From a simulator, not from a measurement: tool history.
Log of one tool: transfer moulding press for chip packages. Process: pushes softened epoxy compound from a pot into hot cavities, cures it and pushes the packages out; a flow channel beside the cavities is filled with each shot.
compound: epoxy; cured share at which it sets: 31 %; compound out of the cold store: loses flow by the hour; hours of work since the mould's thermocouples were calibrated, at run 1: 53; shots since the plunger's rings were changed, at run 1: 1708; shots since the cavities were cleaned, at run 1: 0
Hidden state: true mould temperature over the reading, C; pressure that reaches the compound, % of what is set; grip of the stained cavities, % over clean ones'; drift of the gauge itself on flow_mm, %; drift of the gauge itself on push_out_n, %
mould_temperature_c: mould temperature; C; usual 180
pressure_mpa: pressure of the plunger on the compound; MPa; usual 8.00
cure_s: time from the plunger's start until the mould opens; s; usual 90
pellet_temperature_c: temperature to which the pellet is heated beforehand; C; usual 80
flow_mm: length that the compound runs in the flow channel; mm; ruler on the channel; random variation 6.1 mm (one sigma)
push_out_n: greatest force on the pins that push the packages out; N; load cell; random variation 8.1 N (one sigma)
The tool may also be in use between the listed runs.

run    hour  mould_temperature_c  pressure_mpa  cure_s  pellet_temperature_c  hours of work since the mould's thermocouples were calibrated  shots since the plunger's rings were changed  shots since the cavities were cleaned  incoming compound's hours out of the cold store  flow_mm  push_out_n
  1     0.0                  180          8.00      90                    80                                                             53                                          1708                                      0                                             37.5      819         372
       68.7  -- plunger's sealing rings changed
       82.3  -- cavities cleaned with cleaning compound and waxed
  2    84.8                  180          8.00      90                    80                                                            109                                           189                                     32                                             29.7      865         388
  3   140.8                  180          8.00      81                    80                                                            147                                           918                                    761                                             29.1      866         700
      163.4  -- cavities cleaned with cleaning compound and waxed
  4   206.8                  180          8.00      81                    80                                                            192                                          1755                                    563                                             37.5      810         648
      241.1  -- cavities cleaned with cleaning compound and waxed
  5   251.8                  180          8.00      76                    80                                                            222                                          2321                                    139                                             20.0      892         630
      276.7  -- plunger's sealing rings changed
  6   301.1                  180          8.00      76                    80                                                            255                                           316                                    747                                             29.3      874         802
      323.4  -- cavities cleaned with cleaning compound and waxed
  7   388.4                  180          8.00      76                    80                                                            314                                          1431                                    845                                             19.8      912         831
      401.9  -- cavities cleaned with cleaning compound and waxed
  8   434.0                  180          8.00      76                    80                                                            345                                          2005                                    418                                             31.3      842         651
      476.4  -- plunger's sealing rings changed
  9   477.0                  180          8.00      76                    80                                                            373                                             8                                    944                                             46.7      800         749
      486.7  -- cavities cleaned with cleaning compound and waxed
 10   520.1                  180          8.00      72                    80                                                            402                                           548                                    434                                             29.6      867         798
      567.9  -- cavities cleaned with cleaning compound and waxed
 11   583.5                  180          8.00      72                    80                                                            445                                          1353                                    203                                             24.1      872         693
 12   627.8                  180          8.00      90                    80                                                            475                                          1929                                    779                                             11.9      929         555
      649.4  -- cavities cleaned with cleaning compound and waxed
      682.2  -- plunger's sealing rings changed
 13   704.1                  180          8.00      90                    80                                                            525                                           286                                    679                                             38.1      816         518
      732.4  -- cavities cleaned with cleaning compound and waxed
 14   780.0                  180          8.00     110                    80                                                            577                                          1252                                    619                                             22.7      882         441
      814.4  -- cavities cleaned with cleaning compound and waxed
 15   833.8                  180          8.00     110                    80                                                            613                                          1932                                    252                                             39.6      803         376
      887.3  -- mould's thermocouples calibrated
      889.8  -- plunger's sealing rings changed
      896.9  -- cavities cleaned with cleaning compound and waxed
 16   896.9                  180          8.00     110                    80                                                              4                                            73                                      0                                             12.2      949         302
 17   959.7                  180          8.00     110                    80                                                             47                                           889                                    816                                             20.5      898         468
      973.7  -- cavities cleaned with cleaning compound and waxed
 18  1047.6                  172          8.82      78                    70                                                            107                                          2012                                    961                                             23.7      963        1531
     1053.8  -- cavities cleaned with cleaning compound and waxed
     1090.9  -- plunger's sealing rings changed
     1135.9  -- cavities cleaned with cleaning compound and waxed
 19  1149.2                  172          8.82      78                    70                                                            174                                           737                                    172                                             21.3      995        1071
     1211.9  -- cavities cleaned with cleaning compound and waxed
 20  1230.7                  180          6.86      90                    77                                                            229                                          1777                                    244                                             28.0      796         450

Run 21 comes next. What will it give?
     1290.6  -- plunger's sealing rings changed
     1292.1  -- cavities cleaned with cleaning compound and waxed
 21  1292.1                  180          8.00     128                    84                                                            269                                             0                                      0                                             21.4        ?           ?

Run 21 gave flow_mm 912 mm, push_out_n 292 N.
Without the tool's hidden state the same run would have given flow_mm 915 mm, push_out_n 283 N.
